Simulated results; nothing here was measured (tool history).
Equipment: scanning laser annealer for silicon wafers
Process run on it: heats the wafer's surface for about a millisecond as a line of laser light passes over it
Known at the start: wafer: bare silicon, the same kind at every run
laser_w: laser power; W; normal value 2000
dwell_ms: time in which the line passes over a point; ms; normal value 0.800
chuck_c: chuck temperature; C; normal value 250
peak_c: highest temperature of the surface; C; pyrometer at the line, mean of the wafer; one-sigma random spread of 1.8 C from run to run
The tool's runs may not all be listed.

run,hour,laser_w,dwell_ms,chuck_c,peak_c
1,0.0,2000,0.800,250,1046
2,12.5,2000,0.800,250,1046
3,28.1,2000,0.800,250,1049
4,44.0,2000,0.800,250,1046
5,59.7,2000,0.800,250,1043
6,74.5,2000,0.800,250,1044
7,93.3,2000,0.800,250,1045
8,106.4,2000,0.800,224,1017
9,124.5,2000,0.774,250,1031
10,141.3,2000,0.774,250,1029
11,155.7,2000,0.774,250,1029
12,170.4,2000,0.774,250,1030
13,188.6,2000,0.774,250,1027
14,199.1,2000,0.774,250,1029
15,210.7,2000,0.774,250,1025
16,222.2,2000,0.774,250,1026
17,231.5,2000,0.774,250,1024
# hour 237.9: optics aligned, line set to its width
18,251.5,2000,0.800,250,1060
19,266.3,2000,0.580,250,949
20,275.9,2000,0.580,250,947
21,293.4,2000,0.580,250,945
22,305.1,1935,0.800,284,1064
23,323.9,2000,0.800,251,1055
24,335.5,2000,0.836,222,1041
25,354.1,1797,0.816,268,989
26,373.0,2021,0.800,284,1096
27,390.0,2021,0.800,284,1096
28,408.2,1912,0.712,252,977
29,420.7,2000,0.624,250,966
30,429.5,2000,0.800,214,1018
31,448.5,2000,0.800,214,1014
32,462.3,2067,0.671,214,975
33,471.6,1922,0.610,214,890
# hour 478.3: window over the wafer cleaned
34,484.6,2000,0.977,250,1145
35,501.8,1740,0.800,218,924
36,512.9,1927,0.800,250,1031
37,532.0,1927,0.800,250,1033
38,546.6,2132,0.778,250,1107
39,560.2,2132,0.778,250,1108
40,576.2,2132,0.911,258,1182
41,590.0,2083,0.871,262,1146

Subtracting, for every run, the result it would have given without the tool's unlogged condition from the measured result gives the following. The same run-to-run variation enters both numbers; the gauge's scatter may not:
The hidden state here: light that passes the window, % of a clean one's; laser's true power over the reading, %; width of the line over the set one, %; drift of the gauge itself on peak_c, C.
run,peak_c
1,-22
2,-22
3,-23
4,-24
5,-24
6,-25
7,-26
8,-26
9,-27
10,-27
11,-28
12,-28
13,-29
14,-30
15,-30
16,-31
17,-31
18,-10
19,-10
20,-10
21,-11
22,-13
23,-13
24,-14
25,-14
26,-16
27,-17
28,-16
29,-16
30,-18
31,-19
32,-19
33,-17
34,-2
35,-2
36,-3
37,-4
38,-5
39,-6
40,-7
41,-7
